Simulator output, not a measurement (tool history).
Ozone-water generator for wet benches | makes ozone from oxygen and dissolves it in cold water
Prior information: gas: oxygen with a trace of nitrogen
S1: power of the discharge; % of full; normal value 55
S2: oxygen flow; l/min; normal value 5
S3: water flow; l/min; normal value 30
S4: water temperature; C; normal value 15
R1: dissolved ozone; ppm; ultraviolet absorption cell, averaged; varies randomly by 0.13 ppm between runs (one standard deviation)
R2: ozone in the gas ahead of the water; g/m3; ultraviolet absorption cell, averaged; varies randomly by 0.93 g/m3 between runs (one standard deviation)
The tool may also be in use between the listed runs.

run,hour,S1,S2,S3,S4,R1,R2
1,0,55,5,30,15,13.6,147.6
2,85.9,70,5,30,15,16.4,178.9
3,204.6,70,5,30,15,16.6,179.7
4,343.8,70,8.49,30,15,17.9,142.7
# hour 363.1: water thermometer calibrated
5,557.1,55,5,30,22,12.4,146.1
6,676.6,55,5,30,22,12.3,145.7
7,783.2,55,5,30,22,12.3,146.1
# hour 952: water thermometer calibrated, once more
8,952,49,5.27,36,9,11.2,127.7
9,1070.5,49,5.27,36,9,11,126.4
10,1160.4,55,5.78,27,20,14,136
11,1373.9,55,5.78,27,20,13.8,134.1
12,1467.6,55,5.78,32,23,11.7,131
13,1584.7,55,5.78,32,23,11.5,132.5
14,1724,55,5.78,32,23,11.5,132.4

Here are 3 independent what-if runs from the current tool condition. What would each one return?
A,1845.8,55,8.83,21,23,?,?
B,1845.8,55,5.78,35,23,?,?
C,1845.8,55,6.41,21,14,?,?

run,R1,R2
A,15.6,110.4
B,10.6,135.3
C,18,128.3
With the hidden condition removed and each run's random variation left untouched, the same runs would have given:
run,R1,R2
A,17.3,121.1
B,11.9,148.4
C,20.1,140.7
